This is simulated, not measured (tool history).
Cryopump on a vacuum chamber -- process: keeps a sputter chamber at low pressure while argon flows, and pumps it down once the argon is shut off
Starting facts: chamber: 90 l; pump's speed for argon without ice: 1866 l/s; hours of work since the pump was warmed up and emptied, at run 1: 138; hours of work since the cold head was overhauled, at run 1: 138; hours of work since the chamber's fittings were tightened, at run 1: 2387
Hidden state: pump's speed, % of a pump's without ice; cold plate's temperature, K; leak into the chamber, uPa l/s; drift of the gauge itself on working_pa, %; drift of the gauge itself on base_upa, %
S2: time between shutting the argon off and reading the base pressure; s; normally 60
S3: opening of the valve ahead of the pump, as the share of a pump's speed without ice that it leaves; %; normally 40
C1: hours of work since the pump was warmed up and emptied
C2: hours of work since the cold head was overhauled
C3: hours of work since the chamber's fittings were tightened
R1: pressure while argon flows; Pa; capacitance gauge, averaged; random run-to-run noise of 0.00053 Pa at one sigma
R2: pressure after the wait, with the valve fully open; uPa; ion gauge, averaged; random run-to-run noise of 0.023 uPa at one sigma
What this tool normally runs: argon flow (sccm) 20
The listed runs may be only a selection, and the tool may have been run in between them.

Run 1, day 0.000: usual settings; C1 138; C2 138; C3 2387. Result: R1 0.0459 Pa, R2 1.10 uPa.
Run 2, day 0.617: usual settings; C1 144; C2 144; C3 2393. Result: R1 0.0468 Pa, R2 1.12 uPa.
Run 3, day 1.146: usual settings; C1 150; C2 150; C3 2399. Result: R1 0.0461 Pa, R2 1.10 uPa.
Run 4, day 1.667: usual settings; C1 155; C2 155; C3 2404. Result: R1 0.0467 Pa, R2 1.09 uPa.
Run 5, day 2.038: usual settings; C1 158; C2 158; C3 2407. Result: R1 0.0473 Pa, R2 1.13 uPa.
Run 6, day 2.667: usual settings but S3 17 %; C1 165; C2 165; C3 2414. Result: R1 0.1087 Pa, R2 1.12 uPa.
Run 7, day 3.288: usual settings but S2 25 s, S3 17 %; C1 171; C2 171; C3 2420. Result: R1 0.1088 Pa, R2 2.03 uPa.
Run 8, day 3.850: usual settings but S2 25 s, S3 17 %; C1 176; C2 176; C3 2425. Result: R1 0.1083 Pa, R2 2.04 uPa.
Run 9, day 4.117: usual settings but S2 25 s, S3 17 %; C1 179; C2 179; C3 2428. Result: R1 0.1076 Pa, R2 2.02 uPa.
Run 10, day 4.729: usual settings but S2 147 s; C1 185; C2 185; C3 2434. Result: R1 0.0469 Pa, R2 0.74 uPa.
Run 11, day 5.112: usual settings; C1 189; C2 189; C3 2438. Result: R1 0.0485 Pa, R2 1.11 uPa.
Run 12, day 5.408: usual settings; C1 192; C2 192; C3 2441. Result: R1 0.0476 Pa, R2 1.11 uPa.
Run 13, day 5.688: usual settings but argon flow (sccm) 16, S2 24 s, S3 34 %; C1 194; C2 194; C3 2443. Result: R1 0.0448 Pa, R2 2.18 uPa.
Run 14, day 6.158: usual settings but argon flow (sccm) 9, S2 266 s, S3 34 %; C1 199; C2 199; C3 2448. Result: R1 0.0249 Pa, R2 0.68 uPa.
Run 15, day 6.721: usual settings but argon flow (sccm) 9, S2 266 s, S3 34 %; C1 204; C2 204; C3 2453. Result: R1 0.0251 Pa, R2 0.68 uPa.
Run 16, day 7.279: usual settings but argon flow (sccm) 9, S2 292 s, S3 18 %; C1 210; C2 210; C3 2459. Result: R1 0.0468 Pa, R2 0.62 uPa.
Run 17, day 7.817: usual settings but argon flow (sccm) 9, S2 292 s, S3 18 %; C1 215; C2 215; C3 2464. Result: R1 0.0467 Pa, R2 0.60 uPa.
Run 18, day 8.429: usual settings but argon flow (sccm) 35, S2 21 s, S3 21 %; C1 221; C2 221; C3 2470. Result: R1 0.1559 Pa, R2 2.33 uPa.
Run 19, day 8.808: usual settings but S2 119 s, S3 25 %; C1 225; C2 225; C3 2474. Result: R1 0.0755 Pa, R2 0.84 uPa.
Run 20, day 9.362: usual settings but argon flow (sccm) 21, S2 90 s, S3 16 %; C1 230; C2 230; C3 2479. Result: R1 0.1215 Pa, R2 0.96 uPa.
Run 21, day 9.988: usual settings but argon flow (sccm) 18, S2 28 s, S3 16 %; C1 237; C2 237; C3 2486. Result: R1 0.1046 Pa, R2 1.84 uPa.
Run 22, day 10.329: usual settings but S2 26 s; C1 240; C2 240; C3 2489. Result: R1 0.0482 Pa, R2 1.98 uPa.
Run 23, day 10.938: usual settings but S2 155 s, S3 18 %; C1 246; C2 246; C3 2495. Result: R1 0.1026 Pa, R2 0.77 uPa.

Some steps in R1, run to run, broken into two amounts with sign: the step expected even without the hidden condition (settings, incoming material, random variation), and the rest, left for the hidden condition together with whatever gauge scatter is not in both the measured and the hidden-condition-free result:
Run 17 -> 18: argon flow (sccm) 9 -> 35, S2 292 -> 21, S3 18 -> 21. R1 +0.1092 Pa: hidden state +0.0032, all else +0.1060.
Run 18 -> 19: argon flow (sccm) 35 -> 20, S2 21 -> 119, S3 21 -> 25. R1 -0.0804 Pa: hidden state -0.0018, all else -0.0786.
